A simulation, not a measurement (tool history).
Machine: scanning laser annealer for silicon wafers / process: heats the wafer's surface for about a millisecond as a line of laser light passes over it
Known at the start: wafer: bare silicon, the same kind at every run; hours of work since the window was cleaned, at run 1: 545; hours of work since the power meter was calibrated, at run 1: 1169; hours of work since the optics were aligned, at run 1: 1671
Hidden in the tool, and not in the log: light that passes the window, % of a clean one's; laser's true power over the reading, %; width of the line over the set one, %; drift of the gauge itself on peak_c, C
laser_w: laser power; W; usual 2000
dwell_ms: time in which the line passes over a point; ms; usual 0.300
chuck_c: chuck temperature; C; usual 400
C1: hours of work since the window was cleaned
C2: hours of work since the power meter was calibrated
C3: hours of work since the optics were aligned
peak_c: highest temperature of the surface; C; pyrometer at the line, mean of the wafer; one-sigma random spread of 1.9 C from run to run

{"run": 1, "hour": 0.0, "laser_w": 2000, "dwell_ms": 0.3, "chuck_c": 400, "C1": 545, "C2": 1169, "C3": 1671, "peak_c": 1197}
{"run": 2, "hour": 50.6, "laser_w": 2000, "dwell_ms": 0.3, "chuck_c": 400, "C1": 580, "C2": 1204, "C3": 1706, "peak_c": 1197}
{"hour": 88.0, "done": "window over the wafer cleaned"}
{"run": 3, "hour": 120.3, "laser_w": 2000, "dwell_ms": 0.3, "chuck_c": 400, "C1": 22, "C2": 1250, "C3": 1753, "peak_c": 1197}
{"run": 4, "hour": 206.5, "laser_w": 2000, "dwell_ms": 0.3, "chuck_c": 400, "C1": 82, "C2": 1310, "C3": 1812, "peak_c": 1197}
{"run": 5, "hour": 272.6, "laser_w": 2000, "dwell_ms": 0.3, "chuck_c": 400, "C1": 128, "C2": 1356, "C3": 1858, "peak_c": 1195}
{"run": 6, "hour": 339.1, "laser_w": 2000, "dwell_ms": 0.3, "chuck_c": 400, "C1": 174, "C2": 1402, "C3": 1904, "peak_c": 1197}
{"run": 7, "hour": 418.4, "laser_w": 2000, "dwell_ms": 0.315, "chuck_c": 400, "C1": 229, "C2": 1457, "C3": 1959, "peak_c": 1213}
{"hour": 464.6, "done": "optics aligned, line set to its width"}
{"run": 8, "hour": 497.7, "laser_w": 2000, "dwell_ms": 0.3, "chuck_c": 400, "C1": 280, "C2": 1508, "C3": 23, "peak_c": 1199}
{"run": 9, "hour": 587.9, "laser_w": 2000, "dwell_ms": 0.215, "chuck_c": 400, "C1": 342, "C2": 1570, "C3": 85, "peak_c": 1093}
{"run": 10, "hour": 645.7, "laser_w": 2000, "dwell_ms": 0.215, "chuck_c": 400, "C1": 382, "C2": 1610, "C3": 125, "peak_c": 1092}
{"run": 11, "hour": 708.5, "laser_w": 2000, "dwell_ms": 0.215, "chuck_c": 400, "C1": 426, "C2": 1654, "C3": 169, "peak_c": 1092}
{"run": 12, "hour": 746.8, "laser_w": 2000, "dwell_ms": 0.215, "chuck_c": 400, "C1": 452, "C2": 1680, "C3": 195, "peak_c": 1089}
{"run": 13, "hour": 836.6, "laser_w": 1916, "dwell_ms": 0.265, "chuck_c": 435, "C1": 514, "C2": 1742, "C3": 257, "peak_c": 1159}
{"run": 14, "hour": 877.0, "laser_w": 1916, "dwell_ms": 0.265, "chuck_c": 435, "C1": 542, "C2": 1770, "C3": 285, "peak_c": 1157}
{"run": 15, "hour": 964.5, "laser_w": 1916, "dwell_ms": 0.265, "chuck_c": 435, "C1": 603, "C2": 1831, "C3": 346, "peak_c": 1158}
{"hour": 970.6, "done": "window over the wafer cleaned"}
{"run": 16, "hour": 1048.4, "laser_w": 2106, "dwell_ms": 0.274, "chuck_c": 372, "C1": 54, "C2": 1887, "C3": 402, "peak_c": 1176}
{"run": 17, "hour": 1136.5, "laser_w": 2106, "dwell_ms": 0.274, "chuck_c": 372, "C1": 115, "C2": 1948, "C3": 463, "peak_c": 1179}
{"run": 18, "hour": 1186.0, "laser_w": 2187, "dwell_ms": 0.284, "chuck_c": 363, "C1": 149, "C2": 1983, "C3": 498, "peak_c": 1210}
{"run": 19, "hour": 1255.5, "laser_w": 1795, "dwell_ms": 0.216, "chuck_c": 438, "C1": 197, "C2": 2031, "C3": 546, "peak_c": 1063}

Predict each of these 5 candidate next runs independently; none follows another, all start after run 19:
{"run": "A", "hour": 1343.9, "laser_w": 1964, "dwell_ms": 0.316, "chuck_c": 410, "C1": 258, "C2": 2092, "C3": 607, "peak_c": "?"}
{"run": "B", "hour": 1343.9, "laser_w": 1795, "dwell_ms": 0.313, "chuck_c": 374, "C1": 258, "C2": 2092, "C3": 607, "peak_c": "?"}
{"run": "C", "hour": 1343.9, "laser_w": 1789, "dwell_ms": 0.216, "chuck_c": 438, "C1": 258, "C2": 2092, "C3": 607, "peak_c": "?"}
{"run": "D", "hour": 1343.9, "laser_w": 1853, "dwell_ms": 0.216, "chuck_c": 382, "C1": 258, "C2": 2092, "C3": 607, "peak_c": "?"}
{"run": "E", "hour": 1343.9, "laser_w": 1795, "dwell_ms": 0.216, "chuck_c": 429, "C1": 258, "C2": 2092, "C3": 607, "peak_c": "?"}

run=A peak_c=1208
run=B peak_c=1101
run=C peak_c=1061
run=D peak_c=1025
run=E peak_c=1053
Without the tool's hidden state the same runs would have given:
run=A peak_c=1209
run=B peak_c=1102
run=C peak_c=1062
run=D peak_c=1026
run=E peak_c=1053

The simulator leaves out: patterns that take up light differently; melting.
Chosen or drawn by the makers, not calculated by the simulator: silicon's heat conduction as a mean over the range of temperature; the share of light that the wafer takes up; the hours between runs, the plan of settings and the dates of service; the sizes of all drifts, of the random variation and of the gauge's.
